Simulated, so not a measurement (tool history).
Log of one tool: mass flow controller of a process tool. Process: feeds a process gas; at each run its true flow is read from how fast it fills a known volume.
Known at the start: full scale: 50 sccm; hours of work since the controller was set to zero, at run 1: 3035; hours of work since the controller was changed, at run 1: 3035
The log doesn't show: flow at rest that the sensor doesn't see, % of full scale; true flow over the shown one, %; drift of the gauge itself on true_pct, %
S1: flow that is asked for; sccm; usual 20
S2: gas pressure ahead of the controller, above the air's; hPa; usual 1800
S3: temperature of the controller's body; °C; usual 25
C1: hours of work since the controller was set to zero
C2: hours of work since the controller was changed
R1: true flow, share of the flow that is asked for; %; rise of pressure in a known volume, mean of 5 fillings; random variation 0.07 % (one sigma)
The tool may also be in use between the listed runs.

Run 1, hour 0: usual settings; C1 3035; C2 3035. Result: R1 96.36 %.
Run 2, hour 170.1: usual settings; C1 3120; C2 3120. Result: R1 96.43 %.
Run 3, hour 271.9: usual settings; C1 3170; C2 3170. Result: R1 96.34 %.
Run 4, hour 464.8: usual settings; C1 3267; C2 3267. Result: R1 96.24 %.
Run 5, hour 588.4: usual settings; C1 3328; C2 3328. Result: R1 96.25 %.
Run 6, hour 737.2: usual settings but S2 1550 hPa; C1 3402; C2 3402. Result: R1 96.29 %.
Run 7, hour 834.7: usual settings but S2 1550 hPa; C1 3451; C2 3451. Result: R1 96.21 %.
Run 8, hour 982.4: usual settings but S2 1550 hPa; C1 3525; C2 3525. Result: R1 96.04 %.
Run 9, hour 1191.1: usual settings but S2 1550 hPa; C1 3629; C2 3629. Result: R1 96.17 %.
Run 10, hour 1400.4: usual settings but S2 1550 hPa; C1 3733; C2 3733. Result: R1 96.06 %.
Run 11, hour 1565.2: usual settings but S2 1550 hPa; C1 3815; C2 3815. Result: R1 95.93 %.
Run 12, hour 1721.7: usual settings but S2 1430 hPa; C1 3893; C2 3893. Result: R1 95.77 %.
Run 13, hour 1850.1: usual settings but S2 1430 hPa; C1 3957; C2 3957. Result: R1 95.82 %.
Run 14, hour 2033.7: usual settings but S2 1410 hPa; C1 4049; C2 4049. Result: R1 95.72 %.
Run 15, hour 2248: usual settings but S2 1410 hPa; C1 4156; C2 4156. Result: R1 95.7 %.
Run 16, hour 2460.7: usual settings but S2 1410 hPa; C1 4262; C2 4262. Result: R1 95.72 %.
Run 17, hour 2660: usual settings but S2 1410 hPa; C1 4361; C2 4361. Result: R1 95.48 %.
Run 18, hour 2760.8: usual settings but S2 1410 hPa; C1 4411; C2 4411. Result: R1 95.46 %.
Run 19, hour 2892.3: usual settings but S2 1410 hPa; C1 4477; C2 4477. Result: R1 95.53 %.
Run 20, hour 2987.1: usual settings but S2 2450 hPa; C1 4524; C2 4524. Result: R1 95.61 %.
At hour 2998.2: controller's zero set anew.
Run 21, hour 3186.3: usual settings; C1 94; C2 4623. Result: R1 97.57 %.
Run 22, hour 3326.7: usual settings; C1 164; C2 4693. Result: R1 97.53 %.
Run 23, hour 3519.1: usual settings; C1 260; C2 4789. Result: R1 97.38 %.
Run 24, hour 3635.2: usual settings but S3 28 °C; C1 318; C2 4847. Result: R1 97.15 %.
Run 25, hour 3836.6: usual settings but S1 48 sccm, S2 2650 hPa; C1 418; C2 4948. Result: R1 99.12 %.
Run 26, hour 3925.8: usual settings but S2 2230 hPa, S3 26 °C; C1 462; C2 4992. Result: R1 97.54 %.
Run 27, hour 4125.5: usual settings but S2 2230 hPa, S3 26 °C; C1 562; C2 5092. Result: R1 97.32 %.
Run 28, hour 4286.6: usual settings but S2 2230 hPa, S3 26 °C; C1 642; C2 5172. Result: R1 97.27 %.
Run 29, hour 4503.5: usual settings but S1 39 sccm, S3 27 °C; C1 751; C2 5280. Result: R1 98.39 %.
Run 30, hour 4700.1: usual settings but S3 27 °C; C1 849; C2 5378. Result: R1 97.04 %.
Run 31, hour 4890.5: usual settings but S1 6 sccm, S3 27 °C; C1 943; C2 5473. Result: R1 95.22 %.
Run 32, hour 5060.3: usual settings but S1 23 sccm, S2 1650 hPa, S3 33 °C; C1 1028; C2 5558. Result: R1 96.97 %.
Run 33, hour 5181.4: usual settings but S1 50 sccm, S2 1400 hPa, S3 29 °C; C1 1089; C2 5618. Result: R1 98.75 %.
Run 34, hour 5273.6: usual settings but S1 7 sccm, S2 1400 hPa, S3 29 °C; C1 1134; C2 5664. Result: R1 95.12 %.
Run 35, hour 5380.8: usual settings but S1 7 sccm, S2 1870 hPa, S3 37 °C; C1 1188; C2 5717. Result: R1 94.89 %.
Run 36, hour 5563: usual settings but S1 6 sccm, S2 2150 hPa; C1 1279; C2 5808. Result: R1 94.73 %.
Run 37, hour 5768.3: usual settings but S1 17 sccm, S2 2750 hPa, S3 38 °C; C1 1381; C2 5911. Result: R1 96.22 %.
Run 38, hour 5924.5: usual settings but S1 46 sccm, S2 2750 hPa, S3 38 °C; C1 1459; C2 5989. Result: R1 98.39 %.
Run 39, hour 6091.4: usual settings but S1 46 sccm, S2 2750 hPa, S3 38 °C; C1 1542; C2 6072. Result: R1 98.24 %.
Run 40, hour 6227.2: usual settings but S1 35 sccm, S3 23 °C; C1 1610; C2 6139. Result: R1 98.04 %.
Run 41, hour 6326.7: usual settings but S1 7 sccm, S3 23 °C; C1 1660; C2 6189. Result: R1 94.59 %.
Run 42, hour 6498.5: usual settings but S3 37 °C; C1 1745; C2 6275. Result: R1 96.14 %.
Run 43, hour 6614: usual settings but S1 38 sccm, S2 2340 hPa, S3 34 °C; C1 1803; C2 6332. Result: R1 97.8 %.
Run 44, hour 6712.5: usual settings but S1 26 sccm, S2 1910 hPa, S3 31 °C; C1 1852; C2 6381. Result: R1 96.81 %.
Run 45, hour 6857.9: usual settings but S1 31 sccm, S2 2190 hPa; C1 1924; C2 6454. Result: R1 97.55 %.
Run 46, hour 7065.9: usual settings but S1 16 sccm, S2 1500 hPa, S3 23 °C; C1 2028; C2 6558. Result: R1 95.93 %.
Run 47, hour 7268.3: usual settings but S1 16 sccm, S2 1500 hPa, S3 23 °C; C1 2129; C2 6659. Result: R1 95.94 %.

Some steps in R1 between neighbouring runs. How much of each would the tool show without its hidden state too (settings, what came in, random variation), and how much is left for the hidden state, with any gauge scatter that isn't in both results?
Run 20 -> 21: S2 2450 -> 1800, controller's zero set anew. R1 +1.96 %: hidden state +1.92, all else +0.04.
Run 33 -> 34: S1 50 -> 7. R1 -3.63 %: hidden state -1.21, all else -2.42.
Run 37 -> 38: S1 17 -> 46. R1 +2.17 %: hidden state +0.41, all else +1.76.
Run 40 -> 41: S1 35 -> 7. R1 -3.45 %: hidden state -1.66, all else -1.79.
Run 41 -> 42: S1 7 -> 20, S3 23 -> 37. R1 +1.55 %: hidden state +1.28, all else +0.27.
